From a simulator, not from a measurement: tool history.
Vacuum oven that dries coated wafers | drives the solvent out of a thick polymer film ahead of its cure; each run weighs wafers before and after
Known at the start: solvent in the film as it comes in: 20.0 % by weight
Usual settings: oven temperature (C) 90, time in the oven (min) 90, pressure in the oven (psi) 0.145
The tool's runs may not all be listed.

Run 1, day 0.000: usual settings. Result: solvent left in the film (%) 3.36.
Run 2, day 1.704: usual settings but time in the oven (min) 48. Result: solvent left in the film (%) 6.93.
Run 3, day 3.471: usual settings but time in the oven (min) 48. Result: solvent left in the film (%) 6.80.
Run 4, day 5.275: usual settings but time in the oven (min) 151. Result: solvent left in the film (%) 1.53.
Run 5, day 7.221: usual settings but time in the oven (min) 151. Result: solvent left in the film (%) 1.53.
Run 6, day 8.700: usual settings but time in the oven (min) 151. Result: solvent left in the film (%) 1.53.
Run 7, day 10.150: usual settings but oven temperature (C) 98, time in the oven (min) 151. Result: solvent left in the film (%) 0.78.
Run 8, day 12.179: usual settings but oven temperature (C) 98, time in the oven (min) 151. Result: solvent left in the film (%) 0.68.
Run 9, day 13.300: usual settings but oven temperature (C) 98, time in the oven (min) 151. Result: solvent left in the film (%) 0.79.
Run 10, day 15.092: usual settings but oven temperature (C) 87, time in the oven (min) 134, pressure in the oven (psi) 0.103. Result: solvent left in the film (%) 2.48.
Run 11, day 17.017: usual settings but oven temperature (C) 80, time in the oven (min) 158, pressure in the oven (psi) 0.103. Result: solvent left in the film (%) 3.73.
Run 12, day 17.967: usual settings but oven temperature (C) 85, time in the oven (min) 62, pressure in the oven (psi) 0.125. Result: solvent left in the film (%) 7.28.
Run 13, day 19.133: usual settings but time in the oven (min) 59, pressure in the oven (psi) 0.484. Result: solvent left in the film (%) 7.10.

Forecast each of these 3 alternatives for the next run:
Run A, day 20.746: usual settings but time in the oven (min) 57, pressure in the oven (psi) 0.120. Result: solvent left in the film (%) ?.
Run B, day 20.746: usual settings but oven temperature (C) 82, time in the oven (min) 67, pressure in the oven (psi) 0.376. Result: solvent left in the film (%) ?.
Run C, day 20.746: usual settings but time in the oven (min) 59, pressure in the oven (psi) 0.135. Result: solvent left in the film (%) ?.

run  solvent left in the film (%)
  A                          5.99
  B                          9.07
  C                          5.79
Without the tool's hidden state the same runs would have given:
run  solvent left in the film (%)
  A                          5.51
  B                          8.54
  C                          5.31

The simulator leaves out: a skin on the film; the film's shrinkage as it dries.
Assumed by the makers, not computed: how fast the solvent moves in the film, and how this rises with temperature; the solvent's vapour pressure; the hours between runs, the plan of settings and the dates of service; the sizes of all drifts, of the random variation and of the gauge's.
